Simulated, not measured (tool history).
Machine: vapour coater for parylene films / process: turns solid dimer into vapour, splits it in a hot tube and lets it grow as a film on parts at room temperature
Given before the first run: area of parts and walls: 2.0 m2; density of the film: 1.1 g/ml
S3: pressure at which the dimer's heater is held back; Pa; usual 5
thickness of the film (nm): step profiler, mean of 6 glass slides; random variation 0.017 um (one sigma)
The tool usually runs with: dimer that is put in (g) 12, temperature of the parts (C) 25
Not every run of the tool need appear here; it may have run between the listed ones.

Run 1, hour 0: usual settings. Result: thickness of the film (nm) 2550.
Run 2, hour 14.5: usual settings but temperature of the parts (C) 26. Result: thickness of the film (nm) 2510.
Run 3, hour 32.1: usual settings but temperature of the parts (C) 21. Result: thickness of the film (nm) 2910.
Run 4, hour 53.1: usual settings. Result: thickness of the film (nm) 2560.
Run 5, hour 68.5: usual settings but temperature of the parts (C) 19. Result: thickness of the film (nm) 3160.
Run 6, hour 88.4: usual settings but temperature of the parts (C) 19. Result: thickness of the film (nm) 3100.
Run 7, hour 98.3: usual settings but temperature of the parts (C) 19. Result: thickness of the film (nm) 3150.
Run 8, hour 121.5: usual settings but temperature of the parts (C) 19. Result: thickness of the film (nm) 3120.
Run 9, hour 147.6: usual settings but temperature of the parts (C) 19. Result: thickness of the film (nm) 3150.
Run 10, hour 160: usual settings. Result: thickness of the film (nm) 2590.
Run 11, hour 174: usual settings. Result: thickness of the film (nm) 2570.
Run 12, hour 190.1: usual settings. Result: thickness of the film (nm) 2590.
Run 13, hour 212.3: usual settings. Result: thickness of the film (nm) 2580.
Run 14, hour 227.5: usual settings. Result: thickness of the film (nm) 2560.
Run 15, hour 240.7: usual settings. Result: thickness of the film (nm) 2550.
Run 16, hour 259.5: usual settings. Result: thickness of the film (nm) 2580.
Run 17, hour 272.2: usual settings. Result: thickness of the film (nm) 2610.
Run 18, hour 292.5: usual settings but S3 6.13 Pa. Result: thickness of the film (nm) 2520.
Run 19, hour 310.8: usual settings. Result: thickness of the film (nm) 2570.
Run 20, hour 335.3: usual settings. Result: thickness of the film (nm) 2550.
Run 21, hour 356.4: usual settings. Result: thickness of the film (nm) 2570.
Run 22, hour 375.7: usual settings but dimer that is put in (g) 9, temperature of the parts (C) 35, S3 2.65 Pa. Result: thickness of the film (nm) 1490.
Run 23, hour 388.1: usual settings but dimer that is put in (g) 18, temperature of the parts (C) 35, S3 10.44 Pa. Result: thickness of the film (nm) 2610.
Run 24, hour 405.4: usual settings but temperature of the parts (C) 31. Result: thickness of the film (nm) 2120.
Run 25, hour 420.8: usual settings but dimer that is put in (g) 8, temperature of the parts (C) 23. Result: thickness of the film (nm) 1840.
Run 26, hour 440.8: usual settings but dimer that is put in (g) 6, temperature of the parts (C) 29, S3 2.42 Pa. Result: thickness of the film (nm) 1180.
Run 27, hour 461.6: usual settings but dimer that is put in (g) 21, temperature of the parts (C) 29, S3 2.42 Pa. Result: thickness of the film (nm) 4180.
Run 28, hour 482: usual settings but dimer that is put in (g) 21, temperature of the parts (C) 29, S3 2.42 Pa. Result: thickness of the film (nm) 4160.
Run 29, hour 495.5: usual settings but dimer that is put in (g) 8, temperature of the parts (C) 23, S3 4.56 Pa. Result: thickness of the film (nm) 1850.
Run 30, hour 520.1: usual settings but dimer that is put in (g) 8, temperature of the parts (C) 23, S3 4.56 Pa. Result: thickness of the film (nm) 1850.
Run 31, hour 543.2: usual settings but dimer that is put in (g) 8, S3 10.04 Pa. Result: thickness of the film (nm) 1620.
Run 32, hour 559.5: usual settings but dimer that is put in (g) 8, S3 10.04 Pa. Result: thickness of the film (nm) 1620.
Run 33, hour 579: usual settings but dimer that is put in (g) 7, S3 10.54 Pa. Result: thickness of the film (nm) 1410.
Run 34, hour 594.2: usual settings but dimer that is put in (g) 6. Result: thickness of the film (nm) 1280.
Run 35, hour 614.9: usual settings but dimer that is put in (g) 9. Result: thickness of the film (nm) 1930.
Run 36, hour 631.9: usual settings but dimer that is put in (g) 9. Result: thickness of the film (nm) 1910.
Run 37, hour 646.2: usual settings but dimer that is put in (g) 13, S3 10.01 Pa. Result: thickness of the film (nm) 2610.
Run 38, hour 661.4: usual settings but dimer that is put in (g) 8, temperature of the parts (C) 26, S3 10.01 Pa. Result: thickness of the film (nm) 1590.
Run 39, hour 683.2: usual settings but dimer that is put in (g) 8, temperature of the parts (C) 26, S3 10.01 Pa. Result: thickness of the film (nm) 1560.
Run 40, hour 699.8: usual settings but dimer that is put in (g) 9, temperature of the parts (C) 22. Result: thickness of the film (nm) 2130.
Run 41, hour 718.1: usual settings but dimer that is put in (g) 19, temperature of the parts (C) 23, S3 5.08 Pa. Result: thickness of the film (nm) 4310.

Withheld: 2 entries from between the runs. Position of each, and hidden state at the listed run before versus the listed run after:
Between runs 8 and 9: trap's valve overhauled (hour 146.3)
  vapour lost through the trap's worn valve, %: 0.2 -> 0
Between runs 31 and 32: trap's valve overhauled (hour 556.5)
  vapour lost through the trap's worn valve, %: 0.3 -> 0
